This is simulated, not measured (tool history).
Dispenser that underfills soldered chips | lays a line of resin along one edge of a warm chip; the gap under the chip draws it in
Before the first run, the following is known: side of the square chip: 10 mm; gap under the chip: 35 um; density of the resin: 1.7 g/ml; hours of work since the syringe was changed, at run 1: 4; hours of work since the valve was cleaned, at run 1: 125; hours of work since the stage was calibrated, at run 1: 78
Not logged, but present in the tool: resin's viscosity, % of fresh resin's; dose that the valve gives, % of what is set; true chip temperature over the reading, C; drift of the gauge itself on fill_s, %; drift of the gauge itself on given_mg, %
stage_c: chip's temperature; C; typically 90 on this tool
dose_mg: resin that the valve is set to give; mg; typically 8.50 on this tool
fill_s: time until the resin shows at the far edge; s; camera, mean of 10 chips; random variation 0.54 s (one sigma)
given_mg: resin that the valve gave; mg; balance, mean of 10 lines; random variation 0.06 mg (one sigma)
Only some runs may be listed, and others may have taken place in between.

run   hour  stage_c  dose_mg  hours of work since the syringe was changed  hours of work since the valve was cleaned  hours of work since the stage was calibrated  fill_s  given_mg
  1    0.0       90     8.50                                            4                                        125                                            78    62.2      7.54
       3.7  -- new syringe of resin
  2    6.0       90     8.50                                            2                                        130                                            82    54.0      7.52
  3   11.8       90     8.50                                            6                                        134                                            86    77.6      7.47
      12.5  -- new syringe of resin
  4   17.7       90     8.50                                            4                                        138                                            90    65.5      7.35
      21.4  -- new syringe of resin
  5   23.4       90     7.91                                            1                                        142                                            94    53.4      7.00
      25.1  -- dispensing valve cleaned and set on the balance
  6   27.3       90     7.91                                            4                                          2                                            96    60.1      7.81
      31.3  -- new syringe of resin
  7   31.3       90     7.91                                            0                                          4                                            99    45.0      7.91
  8   35.0       90     8.71                                            3                                          7                                           102    56.8      8.69
      39.9  -- new syringe of resin
  9   40.5       90     8.71                                            0                                         11                                           105    46.4      8.61
 10   43.2       90     8.71                                            2                                         13                                           107    56.4      8.59
 11   47.2       90     8.50                                            5                                         16                                           110    70.6      8.26
      48.5  -- new syringe of resin
 12   51.6       90     8.50                                            2                                         19                                           113    54.8      8.30
 13   55.1       90     8.50                                            5                                         21                                           116    67.7      8.36
      57.1  -- new syringe of resin
 14   59.7       93     8.50                                            2                                         24                                           119    46.3      8.27
      66.2  -- new syringe of resin
 15   66.2       93     8.95                                            0                                         29                                           123    38.3      8.62
 16   71.5       93     8.95                                            4                                         33                                           127    53.8      8.63
      74.8  -- new syringe of resin
 17   75.8       90     8.50                                            1                                         36                                           130    48.9      8.22
 18   79.8       90     8.50                                            4                                         39                                           133    61.4      8.08
 19   82.4       76     9.40                                            6                                         41                                           135   140.5      9.06
      83.5  -- new syringe of resin
 20   87.0       76     9.40                                            3                                         44                                           138   107.3      9.08
      92.4  -- new syringe of resin
 21   93.4       91     8.10                                            1                                         48                                           143    46.7      7.70
 22   97.1       90     7.23                                            3                                         51                                           145    64.1      6.87
     101.0  -- new syringe of resin
 23  101.3       93     7.80                                            0                                         54                                           148    41.1      7.29
 24  104.6       90     8.10                                            3                                         56                                           151    58.8      7.66
 25  109.3       93     8.52                                            6                                         59                                           154    68.6      8.08
     109.9  -- new syringe of resin
 26  112.2       93     7.75                                            2                                         61                                           156    48.5      7.27
 27  117.6       93     7.89                                            6                                         65                                           160    64.9      7.38
     119.0  -- new syringe of resin
 28  120.5       98     8.87                                            1                                         67                                           162    35.1      8.21
 29  123.9       90    10.03                                            4                                         70                                           164    61.0      9.33
     127.8  -- new syringe of resin
 30  130.0       90    10.03                                            2                                         74                                           169    50.6      9.35
 31  134.8      100    10.29                                            5                                         77                                           172    44.7      9.51
     136.7  -- new syringe of resin
 32  139.9       80     7.35                                            2                                         81                                           176    96.9      6.78
 33  142.8       80     7.35                                            5                                         83                                           178   114.2      6.65
     145.6  -- new syringe of resin
 34  148.4       80     7.35                                            2                                         87                                           182    94.7      6.74
     154.7  -- new syringe of resin
 35  154.8      101     9.56                                            0                                         91                                           186    28.2      8.74

5 ways to go on from here, each from the tool as it stands after run 35. What would each give?
  A  159.6       90     8.50                                            4                                         95                                           190       ?         ?
  B  159.6       77     7.29                                            4                                         95                                           190       ?         ?
  C  159.6       82     8.80                                            4                                         95                                           190       ?         ?
  D  159.6       82     9.13                                            4                                         95                                           190       ?         ?
  E  159.6       87     7.32                                            4                                         95                                           190       ?         ?

run  fill_s  given_mg
  A    62.2      7.62
  B   124.2      6.65
  C    90.4      7.98
  D    90.9      8.26
  E    76.7      6.56
Had the tool no hidden state, the same runs would have come out as:
run  fill_s  given_mg
  A    44.3      8.40
  B    86.7      7.32
  C    64.6      8.80
  D    65.1      9.10
  E    53.7      7.23

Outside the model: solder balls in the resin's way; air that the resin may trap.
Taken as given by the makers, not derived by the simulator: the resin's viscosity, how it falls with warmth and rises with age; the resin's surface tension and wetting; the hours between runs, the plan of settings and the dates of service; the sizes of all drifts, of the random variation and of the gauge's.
